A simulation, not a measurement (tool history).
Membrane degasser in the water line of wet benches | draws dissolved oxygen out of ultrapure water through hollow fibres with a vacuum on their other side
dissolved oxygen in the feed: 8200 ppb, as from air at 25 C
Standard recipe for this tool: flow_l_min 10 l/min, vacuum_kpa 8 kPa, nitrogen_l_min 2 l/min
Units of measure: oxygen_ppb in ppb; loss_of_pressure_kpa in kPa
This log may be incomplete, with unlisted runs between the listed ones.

| run | hour | flow_l_min | vacuum_kpa | nitrogen_l_min | oxygen_ppb | loss_of_pressure_kpa |
|---|---|---|---|---|---|---|
| 1 | 0 | 10 | 8 | 2 | 68.3 | 44.56 |
| 2 | 39.6 | 10 | 8 | 2 | 66.8 | 44.43 |
| 3 | 112.6 | 10 | 8 | 2 | 68.8 | 44.79 |
| 4 | 185.2 | 6 | 8 | 2 | 37.5 | 26.71 |
| 5 | 229.9 | 6 | 8 | 2 | 36.6 | 26.67 |
| 6 | 301.6 | 6 | 8 | 2 | 36.9 | 26.94 |
| 7 | 371.9 | 6 | 8 | 2 | 36.7 | 27.11 |
| 8 | 409.1 | 7 | 8 | 2 | 43.9 | 31.47 |
| 9 | 440.8 | 10 | 8 | 2 | 66.8 | 44.62 |
| 10 | 505 | 10 | 8 | 2 | 68.3 | 45.05 |
| 11 | 558.6 | 7 | 8.75 | 2 | 49.5 | 31.75 |
| 12 | 601.7 | 7 | 8.75 | 2 | 50.4 | 31.93 |
| 13 | 640.1 | 7 | 8.75 | 2.75 | 38.8 | 31.74 |
| 14 | 710 | 7 | 8.75 | 0.84 | 110.9 | 31.66 |
| 15 | 781.4 | 9 | 8.75 | 1.22 | 104 | 40.63 |
| 16 | 816.5 | 10 | 14.13 | 2 | 141.8 | 44.98 |
| 17 | 856.1 | 7 | 4.82 | 4.47 | 8.9 | 31.55 |

Predict each of these 5 candidate next runs independently; none follows another, all start after run 17:
| A | 923.9 | 10 | 5.74 | 2.71 | ? | ? |
| B | 923.9 | 9 | 4.82 | 4.47 | ? | ? |
| C | 923.9 | 7 | 6.74 | 4.47 | ? | ? |
| D | 923.9 | 11 | 4.82 | 4.47 | ? | ? |
| E | 923.9 | 10 | 6.37 | 2 | ? | ? |

| run | oxygen_ppb | loss_of_pressure_kpa |
|---|---|---|
| A | 32.4 | 45.4 |
| B | 15.2 | 40.66 |
| C | 15.9 | 31.83 |
| D | 22.8 | 49.77 |
| E | 47.7 | 45.29 |
Had the tool no hidden state, the same runs would have come out as:
| run | oxygen_ppb | loss_of_pressure_kpa |
|---|---|---|
| A | 32.3 | 44.7 |
| B | 15.1 | 40.03 |
| C | 15.9 | 31.34 |
| D | 22.8 | 48.99 |
| E | 47.6 | 44.59 |
